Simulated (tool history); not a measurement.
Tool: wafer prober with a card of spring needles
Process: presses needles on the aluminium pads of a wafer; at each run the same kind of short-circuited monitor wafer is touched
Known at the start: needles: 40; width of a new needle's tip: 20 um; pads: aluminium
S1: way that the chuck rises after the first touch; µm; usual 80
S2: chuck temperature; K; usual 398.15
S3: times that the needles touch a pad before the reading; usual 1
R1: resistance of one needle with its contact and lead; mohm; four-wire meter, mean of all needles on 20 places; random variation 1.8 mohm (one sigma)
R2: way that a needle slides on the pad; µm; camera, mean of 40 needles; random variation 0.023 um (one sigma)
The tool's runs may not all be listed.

run	hour	S1	S2	S3	R1	R2
1	0	80	398.15	1	263	14.87
2	62.3	80	398.15	1	268	14.93
3	101.2	80	398.15	1	200	14.89
4	162.7	80	398.15	1	206	14.77
5	205.1	80	302.15	1	266	14.89
6	289.7	80	398.15	2	233	14.95
7	374.1	80	398.15	2	222	14.89
8	414	80	398.15	1	279	14.93
9	459	80	398.15	1	278	14.86
10	534.5	80	398.15	1	209	14.95
11	595.1	95	398.15	1	198	17.6
12	674.4	95	336.15	1	244	17.72
13	715.6	67	336.15	1	196	12.39
14	799.8	67	336.15	1	193	12.44
15	892.5	65	398.15	1	214	12.1
16	953.4	65	398.15	1	248	12.02
17	1022.2	68	372.15	1	318	12.64
18	1097	68	395.15	1	317	12.73
19	1149.1	68	395.15	1	246	12.59
20	1197.9	62	395.15	2	264	11.61
21	1274.9	92	318.15	2	215	17.06
22	1314.9	80	304.15	1	219	14.91
23	1391.4	80	304.15	1	254	14.81
24	1483.1	60	377.15	1	335	11.09
25	1566.3	80	323.15	1	186	14.87

Not shown: 119 entries that the log had between the listed runs. Between which runs, and how does the tool's hidden state differ before and after?
Between runs 1 and 2: tips cleaned on abrasive film (hour 9.5); tips cleaned on abrasive film (hour 25.3); tips cleaned on abrasive film (hour 41.1); height of the first contact set anew (hour 54); tips cleaned on abrasive film (hour 57.2)
  debris on the tips, nm: 107.8 -> 108.5; way that the needles fall short of the set height, um: 0.44 -> 0.09; tips' diameter, um: 27.49 -> 27.64
  measured less the result without the state, R1: +73 -> +74 mohm; R2: -0.08 -> -0.02 µm
Between runs 2 and 3: tips cleaned on abrasive film (hour 71.8); tips cleaned on abrasive film (hour 87.6); tips cleaned on abrasive film (hour 101.2)
  debris on the tips, nm: 108.5 -> 5.6; way that the needles fall short of the set height, um: 0.09 -> 0.36; tips' diameter, um: 27.64 -> 27.74
  measured less the result without the state, R1: +74 -> +7 mohm; R2: -0.02 -> -0.07 µm
Between runs 3 and 4: tips cleaned on abrasive film (hour 117); tips cleaned on abrasive film (hour 132.8); tips cleaned on abrasive film (hour 148.6); tips cleaned on abrasive film (hour 162.7)
  debris on the tips, nm: 5.6 -> 12.8; way that the needles fall short of the set height, um: 0.36 -> 0.77; tips' diameter, um: 27.74 -> 27.88
  measured less the result without the state, R1: +7 -> +12 mohm; R2: -0.07 -> -0.15 µm
Between runs 4 and 5: height of the first contact set anew (hour 169.3); tips cleaned on abrasive film (hour 178.8); tips cleaned on abrasive film (hour 194.6)
  debris on the tips, nm: 12.8 -> 118.1; way that the needles fall short of the set height, um: 0.77 -> 0.22; tips' diameter, um: 27.88 -> 27.96
  measured less the result without the state, R1: +12 -> +93 mohm; R2: -0.15 -> -0.04 µm
Between runs 5 and 6: tips cleaned on abrasive film (hour 208.3); tips cleaned on abrasive film (hour 224.1); tips cleaned on abrasive film (hour 239.9); tips cleaned on abrasive film (hour 255.7); tips cleaned on abrasive film (hour 268.4); tips cleaned on abrasive film (hour 284.2); height of the first contact set anew (hour 284.5)
  debris on the tips, nm: 118.1 -> 95.6; way that the needles fall short of the set height, um: 0.22 -> 0; tips' diameter, um: 27.96 -> 28.19
  measured less the result without the state, R1: +93 -> +42 mohm; R2: -0.04 -> +0 µm
Between runs 6 and 7: tips cleaned on abrasive film (hour 299.2); tips cleaned on abrasive film (hour 315); tips cleaned on abrasive film (hour 327.6); tips cleaned on abrasive film (hour 343.4); tips cleaned on abrasive film (hour 356.1); tips cleaned on abrasive film (hour 371.9)
  debris on the tips, nm: 95.6 -> 63.9; way that the needles fall short of the set height, um: 0 -> 0.58; tips' diameter, um: 28.19 -> 28.39
  measured less the result without the state, R1: +42 -> +30 mohm; R2: +0 -> -0.11 µm
Between runs 7 and 8: tips cleaned on abrasive film (hour 386.7); height of the first contact set anew (hour 399.6); tips cleaned on abrasive film (hour 402.8)
  debris on the tips, nm: 63.9 -> 122.9; way that the needles fall short of the set height, um: 0.58 -> 0.13; tips' diameter, um: 28.39 -> 28.48
  measured less the result without the state, R1: +30 -> +87 mohm; R2: -0.11 -> -0.03 µm
Between runs 8 and 9: tips cleaned on abrasive film (hour 417.3); tips cleaned on abrasive film (hour 433.1); tips cleaned on abrasive film (hour 448.9)
  debris on the tips, nm: 122.9 -> 121.5; way that the needles fall short of the set height, um: 0.13 -> 0.39; tips' diameter, um: 28.48 -> 28.57
  measured less the result without the state, R1: +87 -> +87 mohm; R2: -0.03 -> -0.07 µm
Between runs 9 and 10: tips cleaned on abrasive film (hour 462.3); tips cleaned on abrasive film (hour 478.1); tips cleaned on abrasive film (hour 490.7); tips cleaned on abrasive film (hour 506.5); height of the first contact set anew (hour 513.1); tips cleaned on abrasive film (hour 519.5); tips cleaned on abrasive film (hour 534.5)
  debris on the tips, nm: 121.5 -> 14.8; way that the needles fall short of the set height, um: 0.39 -> 0.19; tips' diameter, um: 28.57 -> 28.76
  measured less the result without the state, R1: +87 -> +14 mohm; R2: -0.07 -> -0.03 µm
Between runs 10 and 11: tips cleaned on abrasive film (hour 550.3); tips cleaned on abrasive film (hour 566.1); tips cleaned on abrasive film (hour 581.9); tips cleaned on abrasive film (hour 595.1)
  debris on the tips, nm: 14.8 -> 13; way that the needles fall short of the set height, um: 0.19 -> 0.61; tips' diameter, um: 28.76 -> 28.91
  measured less the result without the state, R1: +14 -> +10 mohm; R2: -0.03 -> -0.11 µm
Between runs 11 and 12: tips cleaned on abrasive film (hour 607.7); tips cleaned on abrasive film (hour 623.5); height of the first contact set anew (hour 627); tips cleaned on abrasive film (hour 639.6); tips cleaned on abrasive film (hour 652.3); tips cleaned on abrasive film (hour 668.1)
  debris on the tips, nm: 13 -> 117.1; way that the needles fall short of the set height, um: 0.61 -> 0.28; tips' diameter, um: 28.91 -> 29.07
  measured less the result without the state, R1: +10 -> +68 mohm; R2: -0.11 -> -0.05 µm
Between runs 12 and 13: tips cleaned on abrasive film (hour 683.7); tips cleaned on abrasive film (hour 699.5); tips cleaned on abrasive film (hour 715.3)
  debris on the tips, nm: 117.1 -> 14; way that the needles fall short of the set height, um: 0.28 -> 0.6; tips' diameter, um: 29.07 -> 29.18
  measured less the result without the state, R1: +68 -> +19 mohm; R2: -0.05 -> -0.11 µm
Between runs 13 and 14: tips cleaned on abrasive film (hour 728.2); tips cleaned on abrasive film (hour 740.9); height of the first contact set anew (hour 741.2); tips cleaned on abrasive film (hour 757); tips cleaned on abrasive film (hour 769.6); tips cleaned on abrasive film (hour 785.4); tips cleaned on abrasive film (hour 799.8)
  debris on the tips, nm: 14 -> 8.3; way that the needles fall short of the set height, um: 0.6 -> 0.43; tips' diameter, um: 29.18 -> 29.41
  measured less the result without the state, R1: +19 -> +14 mohm; R2: -0.11 -> -0.08 µm
Between runs 14 and 15: tips cleaned on abrasive film (hour 815.6); tips cleaned on abrasive film (hour 831.4); tips cleaned on abrasive film (hour 847.2); height of the first contact set anew (hour 853.8); tips cleaned on abrasive film (hour 863.3); tips cleaned on abrasive film (hour 879.1); tips cleaned on abrasive film (hour 892.5)
  debris on the tips, nm: 8.3 -> 13.9; way that the needles fall short of the set height, um: 0.43 -> 0.31; tips' diameter, um: 29.41 -> 29.62
  measured less the result without the state, R1: +14 -> +20 mohm; R2: -0.08 -> -0.06 µm
Between runs 15 and 16: tips cleaned on abrasive film (hour 908.3); tips cleaned on abrasive film (hour 920.9); tips cleaned on abrasive film (hour 936.7); tips cleaned on abrasive film (hour 952.5)
  debris on the tips, nm: 13.9 -> 45; way that the needles fall short of the set height, um: 0.31 -> 0.71; tips' diameter, um: 29.62 -> 29.76
  measured less the result without the state, R1: +20 -> +55 mohm; R2: -0.06 -> -0.13 µm
Between runs 16 and 17: tips cleaned on abrasive film (hour 966.1); height of the first contact set anew (hour 966.4); tips cleaned on abrasive film (hour 979.1); tips cleaned on abrasive film (hour 994.9); tips cleaned on abrasive film (hour 1010.7)
  debris on the tips, nm: 45 -> 123.1; way that the needles fall short of the set height, um: 0.71 -> 0.31; tips' diameter, um: 29.76 -> 29.9
  measured less the result without the state, R1: +55 -> +133 mohm; R2: -0.13 -> -0.05 µm
Between runs 17 and 18: tips cleaned on abrasive film (hour 1025.5); tips cleaned on abrasive film (hour 1041.3); tips cleaned on abrasive film (hour 1057.1); tips cleaned on abrasive film (hour 1072.9); height of the first contact set anew (hour 1079.5); tips cleaned on abrasive film (hour 1089)
  debris on the tips, nm: 123.1 -> 118.9; way that the needles fall short of the set height, um: 0.31 -> 0.1; tips' diameter, um: 29.9 -> 30.08
  measured less the result without the state, R1: +133 -> +126 mohm; R2: -0.05 -> -0.02 µm
Between runs 18 and 19: tips cleaned on abrasive film (hour 1103.4); tips cleaned on abrasive film (hour 1116); tips cleaned on abrasive film (hour 1131.8); tips cleaned on abrasive film (hour 1147.6)
  debris on the tips, nm: 118.9 -> 51.4; way that the needles fall short of the set height, um: 0.1 -> 0.5; tips' diameter, um: 30.08 -> 30.22
  measured less the result without the state, R1: +126 -> +58 mohm; R2: -0.02 -> -0.09 µm
Between runs 19 and 20: tips cleaned on abrasive film (hour 1161.8); tips cleaned on abrasive film (hour 1177.6); tips cleaned on abrasive film (hour 1193.4); height of the first contact set anew (hour 1193.7)
  debris on the tips, nm: 51.4 -> 90; way that the needles fall short of the set height, um: 0.5 -> 0; tips' diameter, um: 30.22 -> 30.32
  measured less the result without the state, R1: +58 -> +72 mohm; R2: -0.09 -> +0 µm
Between runs 20 and 21: tips cleaned on abrasive film (hour 1207.5); tips cleaned on abrasive film (hour 1223.3); tips cleaned on abrasive film (hour 1235.9); tips cleaned on abrasive film (hour 1251.7); tips cleaned on abrasive film (hour 1267.5)
  debris on the tips, nm: 90 -> 104.7; way that the needles fall short of the set height, um: 0 -> 0.54; tips' diameter, um: 30.32 -> 30.5
  measured less the result without the state, R1: +72 -> +45 mohm; R2: +0 -> -0.1 µm
Between runs 21 and 22: tips cleaned on abrasive film (hour 1281.3); tips cleaned on abrasive film (hour 1297.1); height of the first contact set anew (hour 1306.8); tips cleaned on abrasive film (hour 1313.2)
  debris on the tips, nm: 104.7 -> 48.8; way that the needles fall short of the set height, um: 0.54 -> 0.08; tips' diameter, um: 30.5 -> 30.6
  measured less the result without the state, R1: +45 -> +46 mohm; R2: -0.1 -> -0.01 µm
Between runs 22 and 23: tips cleaned on abrasive film (hour 1327.5); tips cleaned on abrasive film (hour 1340.2); tips cleaned on abrasive film (hour 1356); tips cleaned on abrasive film (hour 1371.8); tips cleaned on abrasive film (hour 1387.6)
  debris on the tips, nm: 48.8 -> 84.2; way that the needles fall short of the set height, um: 0.08 -> 0.59; tips' diameter, um: 30.6 -> 30.78
  measured less the result without the state, R1: +46 -> +81 mohm; R2: -0.01 -> -0.11 µm
Between runs 23 and 24: tips cleaned on abrasive film (hour 1400.9); tips cleaned on abrasive film (hour 1416.7); height of the first contact set anew (hour 1420.1); tips cleaned on abrasive film (hour 1429.6); tips cleaned on abrasive film (hour 1445.4); tips cleaned on abrasive film (hour 1461.2); tips cleaned on abrasive film (hour 1477)
  debris on the tips, nm: 84.2 -> 100.9; way that the needles fall short of the set height, um: 0.59 -> 0.41; tips' diameter, um: 30.78 -> 31.01
  measured less the result without the state, R1: +81 -> +148 mohm; R2: -0.11 -> -0.08 µm
Between runs 24 and 25: tips cleaned on abrasive film (hour 1492.7); tips cleaned on abrasive film (hour 1508.5); tips cleaned on abrasive film (hour 1524.3); height of the first contact set anew (hour 1534); tips cleaned on abrasive film (hour 1540.4); tips cleaned on abrasive film (hour 1553); tips cleaned on abrasive film (hour 1566.3)
  debris on the tips, nm: 100.9 -> 6.8; way that the needles fall short of the set height, um: 0.41 -> 0.34; tips' diameter, um: 31.01 -> 31.24
  measured less the result without the state, R1: +148 -> +10 mohm; R2: -0.08 -> -0.07 µm

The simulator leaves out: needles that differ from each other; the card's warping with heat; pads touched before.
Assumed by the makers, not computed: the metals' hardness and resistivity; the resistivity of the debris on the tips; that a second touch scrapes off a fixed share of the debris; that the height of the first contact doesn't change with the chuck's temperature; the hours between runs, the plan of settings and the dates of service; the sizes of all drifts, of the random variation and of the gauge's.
